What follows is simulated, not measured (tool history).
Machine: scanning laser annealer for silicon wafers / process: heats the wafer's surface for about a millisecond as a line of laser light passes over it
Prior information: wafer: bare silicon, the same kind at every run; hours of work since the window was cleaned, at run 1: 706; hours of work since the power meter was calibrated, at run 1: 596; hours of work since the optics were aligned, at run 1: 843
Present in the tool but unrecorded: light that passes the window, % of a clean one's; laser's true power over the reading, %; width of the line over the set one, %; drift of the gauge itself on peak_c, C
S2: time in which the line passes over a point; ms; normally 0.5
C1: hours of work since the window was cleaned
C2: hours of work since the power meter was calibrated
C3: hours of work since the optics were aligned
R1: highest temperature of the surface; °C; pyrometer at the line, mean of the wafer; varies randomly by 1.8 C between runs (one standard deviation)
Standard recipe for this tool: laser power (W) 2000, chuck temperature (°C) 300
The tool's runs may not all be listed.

run 1 day=0 | laser_power_(W)=2000 S2=0.5 chuck_temperature_(°C)=300 | C1=706 C2=596 C3=843 | R1=961
run 2 day=0.738 | laser_power_(W)=2000 S2=0.5 chuck_temperature_(°C)=322 | C1=718 C2=608 C3=855 | R1=985
run 3 day=1.262 | laser_power_(W)=2000 S2=0.5 chuck_temperature_(°C)=322 | C1=727 C2=617 C3=864 | R1=982
run 4 day=1.9 | laser_power_(W)=2000 S2=0.5 chuck_temperature_(°C)=300 | C1=737 C2=627 C3=874 | R1=963
run 5 day=2.504 | laser_power_(W)=2000 S2=0.5 chuck_temperature_(°C)=300 | C1=747 C2=637 C3=884 | R1=959
run 6 day=3.029 | laser_power_(W)=2000 S2=0.5 chuck_temperature_(°C)=302 | C1=756 C2=645 C3=893 | R1=959
-- day=3.467 window over the wafer cleaned
run 7 day=3.7 | laser_power_(W)=2000 S2=0.5 chuck_temperature_(°C)=302 | C1=4 C2=655 C3=902 | R1=1012
run 8 day=4.521 | laser_power_(W)=2000 S2=0.5 chuck_temperature_(°C)=300 | C1=17 C2=668 C3=915 | R1=1004
run 9 day=5.312 | laser_power_(W)=2000 S2=0.5 chuck_temperature_(°C)=278 | C1=30 C2=681 C3=928 | R1=983
run 10 day=5.858 | laser_power_(W)=2000 S2=0.5 chuck_temperature_(°C)=300 | C1=39 C2=690 C3=937 | R1=1004
run 11 day=6.521 | laser_power_(W)=2000 S2=0.5 chuck_temperature_(°C)=300 | C1=50 C2=701 C3=948 | R1=1004
run 12 day=7.167 | laser_power_(W)=2000 S2=0.5 chuck_temperature_(°C)=300 | C1=60 C2=711 C3=958 | R1=1001
run 13 day=7.75 | laser_power_(W)=2000 S2=0.5 chuck_temperature_(°C)=300 | C1=70 C2=721 C3=968 | R1=1002
run 14 day=8.404 | laser_power_(W)=2000 S2=0.5 chuck_temperature_(°C)=300 | C1=80 C2=731 C3=978 | R1=1002
run 15 day=9.242 | laser_power_(W)=2100 S2=0.5 chuck_temperature_(°C)=300 | C1=94 C2=745 C3=992 | R1=1044
run 16 day=9.904 | laser_power_(W)=2041 S2=0.393 chuck_temperature_(°C)=317 | C1=105 C2=756 C3=1003 | R1=959
run 17 day=10.55 | laser_power_(W)=1948 S2=0.488 chuck_temperature_(°C)=323 | C1=115 C2=766 C3=1013 | R1=996
run 18 day=11.112 | laser_power_(W)=1948 S2=0.488 chuck_temperature_(°C)=323 | C1=124 C2=775 C3=1022 | R1=992
run 19 day=11.579 | laser_power_(W)=1948 S2=0.488 chuck_temperature_(°C)=323 | C1=132 C2=783 C3=1030 | R1=993
run 20 day=12.546 | laser_power_(W)=1948 S2=0.488 chuck_temperature_(°C)=323 | C1=147 C2=798 C3=1046 | R1=988
run 21 day=13.025 | laser_power_(W)=1797 S2=0.507 chuck_temperature_(°C)=271 | C1=155 C2=806 C3=1053 | R1=886
run 22 day=13.646 | laser_power_(W)=1797 S2=0.507 chuck_temperature_(°C)=271 | C1=165 C2=816 C3=1064 | R1=886
run 23 day=14.108 | laser_power_(W)=2065 S2=0.352 chuck_temperature_(°C)=271 | C1=173 C2=824 C3=1071 | R1=889
run 24 day=14.546 | laser_power_(W)=1754 S2=0.5 chuck_temperature_(°C)=316 | C1=180 C2=831 C3=1078 | R1=906
run 25 day=15.5 | laser_power_(W)=1754 S2=0.5 chuck_temperature_(°C)=325 | C1=195 C2=846 C3=1094 | R1=919

4 options for the next run, each taken on its own from the tool as it stands now. Forecast them:
run A day=16.367 | laser_power_(W)=1706 S2=0.5 chuck_temperature_(°C)=264 | C1=209 C2=860 C3=1108 | R1=?
run B day=16.367 | laser_power_(W)=1826 S2=0.408 chuck_temperature_(°C)=331 | C1=209 C2=860 C3=1108 | R1=?
run C day=16.367 | laser_power_(W)=1981 S2=0.36 chuck_temperature_(°C)=329 | C1=209 C2=860 C3=1108 | R1=?
run D day=16.367 | laser_power_(W)=2000 S2=0.412 chuck_temperature_(°C)=300 | C1=209 C2=860 C3=1108 | R1=?

run=A R1=837
run=B R1=899
run=C R1=918
run=D R1=935
With the hidden condition removed and each run's random variation left untouched, the same runs would have given:
run=A R1=854
run=B R1=916
run=C R1=936
run=D R1=955
